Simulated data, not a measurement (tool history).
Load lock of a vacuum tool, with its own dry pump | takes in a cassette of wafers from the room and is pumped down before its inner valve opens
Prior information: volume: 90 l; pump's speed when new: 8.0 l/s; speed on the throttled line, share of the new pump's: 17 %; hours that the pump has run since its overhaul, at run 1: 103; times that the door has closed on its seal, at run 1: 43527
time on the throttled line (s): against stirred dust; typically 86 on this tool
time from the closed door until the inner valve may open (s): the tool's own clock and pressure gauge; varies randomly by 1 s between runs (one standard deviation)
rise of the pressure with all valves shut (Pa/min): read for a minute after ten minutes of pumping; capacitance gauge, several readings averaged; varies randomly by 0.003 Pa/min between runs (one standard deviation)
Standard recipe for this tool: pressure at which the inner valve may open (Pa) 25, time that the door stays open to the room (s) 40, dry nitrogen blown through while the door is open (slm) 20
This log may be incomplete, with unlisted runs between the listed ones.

run,hour,time on the throttled line (s),pressure at which the inner valve may open (Pa),time that the door stays open to the room (s),dry nitrogen blown through while the door is open (slm),hours that the pump has run since its overhaul,times that the door has closed on its seal,"incoming humidity of the room's air, %",time from the closed door until the inner valve may open (s),rise of the pressure with all valves shut (Pa/min)
1,0,86,25,40,20,103,43527,42.7,165.9,0.159
2,120.7,86,25,40,25,223,43995,44.2,166,0.171
3,199.2,86,25,40,25,302,44300,42.9,166.8,0.176
4,356.8,86,24,40,20,459,44911,44.9,166.6,0.176
5,456.8,86,24,40,20,559,45299,46.4,166.5,0.182
6,605.6,86,24,40,20,708,45876,43.4,167.7,0.182
7,718.5,86,19,40,20,821,46315,42.3,171.3,0.179
8,859.9,86,19,40,20,962,46863,43.3,170.9,0.183
9,1003.2,86,19,40,20,1106,47419,44.9,169.2,0.191
10,1080.2,86,25,40,20,1183,47718,47.4,167.2,0.193
11,1213.2,86,25,58,20,1316,48234,42.9,167.7,0.193
12,1358.9,86,25,58,20,1461,48799,43.7,166.3,0.204
13,1493,86,25,40,20,1596,49320,45.5,168.3,0.204
14,1655.3,86,25,40,20,1758,49949,49.5,168.9,0.209
15,1731.5,86,25,40,20,1834,50245,46.2,167.4,0.205
16,1815,86,25,40,20,1917,50569,45.9,166.6,0.21
17,1920.8,82,25,132,30,2023,50979,46.5,164.1,0.233
18,2017.3,82,25,132,30,2120,51354,46.8,164.3,0.224
19,2149.8,61,43,27,20,2252,51868,46,139.7,0.207
20,2260.9,90,30,52,15,2363,52299,41.9,171,0.22
21,2418.4,90,30,52,15,2521,52910,43.3,169.9,0.229
22,2493.3,72,33,90,5,2596,53200,44.8,154.9,0.252
23,2613.5,99,27,42,36,2716,53667,46.2,177.1,0.221
24,2712.3,86,29,40,42,2815,54050,43.5,168.1,0.22
25,2811.6,86,39,40,5,2914,54436,42.1,161.1,0.234
26,2964.5,74,25,40,6,3067,55029,47.1,157.6,0.238
27,3089.9,82,47,83,16,3192,55515,42.1,157.9,0.248
28,3218.5,82,47,83,16,3321,56014,42.6,156.1,0.249
29,3343,73,25,96,20,3446,56497,44.8,157,0.263
30,3476.7,73,25,96,20,3579,57016,44.1,158.7,0.26

What will run 31 give?
31,3565.5,86,39,116,20,3668,57360,45.7,?,?

{"run 31": {"time from the closed door until the inner valve may open (s)": 163.8, "rise of the pressure with all valves shut (Pa/min)": 0.272}}
On a tool with no hidden condition, and with the same random variation, this run would have come out at time from the closed door until the inner valve may open (s) 160.1, rise of the pressure with all valves shut (Pa/min) 0.057.
